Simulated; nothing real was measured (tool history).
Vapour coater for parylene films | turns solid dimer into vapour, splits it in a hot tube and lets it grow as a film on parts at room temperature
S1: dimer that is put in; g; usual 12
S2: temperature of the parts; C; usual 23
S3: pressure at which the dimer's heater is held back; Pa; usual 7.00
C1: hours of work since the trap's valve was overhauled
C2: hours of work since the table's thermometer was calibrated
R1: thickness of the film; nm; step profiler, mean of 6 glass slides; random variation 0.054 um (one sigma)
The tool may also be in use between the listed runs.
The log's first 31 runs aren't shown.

run    hour  S1  S2    S3   C1   C2     R1
 32  1037.0   8  23  7.00   93   74   6270
 33  1084.2  19  23  6.80  122  104  14770
 34  1124.7  19  23  6.80  147  129  14800
 35  1159.8  18  23  4.03  169  151  15300
 36  1183.5  10  27  7.00  184  166   7150
 37  1226.8  10  27  7.00  211  192   7160
 38  1254.9  15  27  7.00  228  210  10530
 39  1299.1  18  22  3.90  256  237  15340
 40  1345.9  18  22  3.90  285  266  15130
 41  1387.6  18  22  3.90  311  292  15120
 42  1424.0  18  22  3.90  333  315  15000

Forecast each of these 3 alternatives for the next run:
  A  1471.6  21  25  3.90  363  345   ?
  B  1471.6  16  23  7.00  363  345   ?
  C  1471.6  18  35  3.90  363  345   ?

run     R1
  A  16340
  B  11890
  C  11650
Without the tool's hidden state the same runs would have given:
run     R1
  A  17870
  B  13010
  C  12740
